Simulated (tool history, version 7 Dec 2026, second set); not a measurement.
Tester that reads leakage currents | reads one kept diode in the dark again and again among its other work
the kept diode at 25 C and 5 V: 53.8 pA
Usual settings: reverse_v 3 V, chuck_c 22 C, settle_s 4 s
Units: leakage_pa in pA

Run 1, hour 0: usual settings. Result: leakage_pa 35.17 pA.
Run 2, hour 108.2: usual settings. Result: leakage_pa 35.97 pA.
Run 3, hour 185.4: usual settings. Result: leakage_pa 36.28 pA.
Run 4, hour 334.4: usual settings. Result: leakage_pa 36.97 pA.
Run 5, hour 462.9: usual settings. Result: leakage_pa 37.8 pA.
Run 6, hour 547: usual settings. Result: leakage_pa 38.2 pA.
Run 7, hour 680.2: usual settings but settle_s 9.58 s. Result: leakage_pa 38.79 pA.
Run 8, hour 754.2: usual settings but settle_s 9.58 s. Result: leakage_pa 39.3 pA.
Run 9, hour 865.3: usual settings but settle_s 9.58 s. Result: leakage_pa 40.17 pA.
Run 10, hour 1020.4: usual settings but settle_s 9.58 s. Result: leakage_pa 40.67 pA.
Run 11, hour 1154.3: usual settings but settle_s 9.58 s. Result: leakage_pa 41.62 pA.
At hour 1227.2: chuck's temperature calibrated.
Run 12, hour 1286.3: usual settings but settle_s 9.58 s. Result: leakage_pa 36.51 pA.
Run 13, hour 1424.2: usual settings but settle_s 9.58 s. Result: leakage_pa 37.47 pA.
Run 14, hour 1504.7: usual settings but reverse_v 6.56 V, settle_s 3.22 s. Result: leakage_pa 55.84 pA.
At hour 1514: probe card cleaned and baked.
Run 15, hour 1636.6: usual settings but reverse_v 2.2 V, chuck_c 50 C, settle_s 0.5 s. Result: leakage_pa 349.09 pA.
Run 16, hour 1764: usual settings but reverse_v 2.03 V, settle_s 8.58 s. Result: leakage_pa 33.47 pA.
Run 17, hour 1841.6: usual settings but reverse_v 2.17 V, chuck_c 35 C. Result: leakage_pa 104.06 pA.
Run 18, hour 1917.2: usual settings but reverse_v 2.17 V, chuck_c 35 C. Result: leakage_pa 104.46 pA.
Run 19, hour 1996.5: usual settings but reverse_v 1.46 V, chuck_c 35 C, settle_s 0.42 s. Result: leakage_pa 89.62 pA.
Run 20, hour 2060.9: usual settings but reverse_v 5.39 V, chuck_c 29 C, settle_s 2.74 s. Result: leakage_pa 99.78 pA.
Run 21, hour 2190.7: usual settings but settle_s 0.51 s. Result: leakage_pa 43.96 pA.
At hour 2215.4: probe card cleaned and baked, once more.
Run 22, hour 2307.3: usual settings but chuck_c 25 C, settle_s 1.85 s. Result: leakage_pa 47.93 pA.
Run 23, hour 2387.8: usual settings but reverse_v 2.4 V, chuck_c 48 C, settle_s 6.19 s. Result: leakage_pa 323.6 pA.
Run 24, hour 2524: usual settings but reverse_v 2.4 V, chuck_c 48 C, settle_s 6.19 s. Result: leakage_pa 326.96 pA.
Run 25, hour 2599.5: usual settings but reverse_v 2.45 V, chuck_c 57 C, settle_s 6.19 s. Result: leakage_pa 671.72 pA.
Run 26, hour 2699.5: usual settings but reverse_v 2.45 V, chuck_c 57 C, settle_s 6.19 s. Result: leakage_pa 677.1 pA.

5 ways to go on from here, each from the tool as it stands after run 26. What would each give?
At hour 2761.1: chuck's temperature calibrated.
Run A, hour 2773: usual settings but reverse_v 2.45 V, chuck_c 57 C, settle_s 4.07 s. Result: leakage_pa ?.
At hour 2761.1: chuck's temperature calibrated.
Run B, hour 2773: usual settings but reverse_v 19.73 V. Result: leakage_pa ?.
At hour 2761.1: chuck's temperature calibrated.
Run C, hour 2773: usual settings but reverse_v 3.65 V, settle_s 7.56 s. Result: leakage_pa ?.
At hour 2761.1: chuck's temperature calibrated.
Run D, hour 2773: usual settings but reverse_v 2.45 V, chuck_c 58 C, settle_s 6.19 s. Result: leakage_pa ?.
At hour 2761.1: chuck's temperature calibrated.
Run E, hour 2773: usual settings but reverse_v 2.45 V, chuck_c 24 C, settle_s 6.19 s. Result: leakage_pa ?.

run  leakage_pa
  A      608.68
  B       78.81
  C       36.55
  D      657.65
  E       37.09
Without the tool's hidden state the same runs would have given:
run  leakage_pa
  A      614.51
  B       71.98
  C       35.54
  D      664.02
  E       36.55
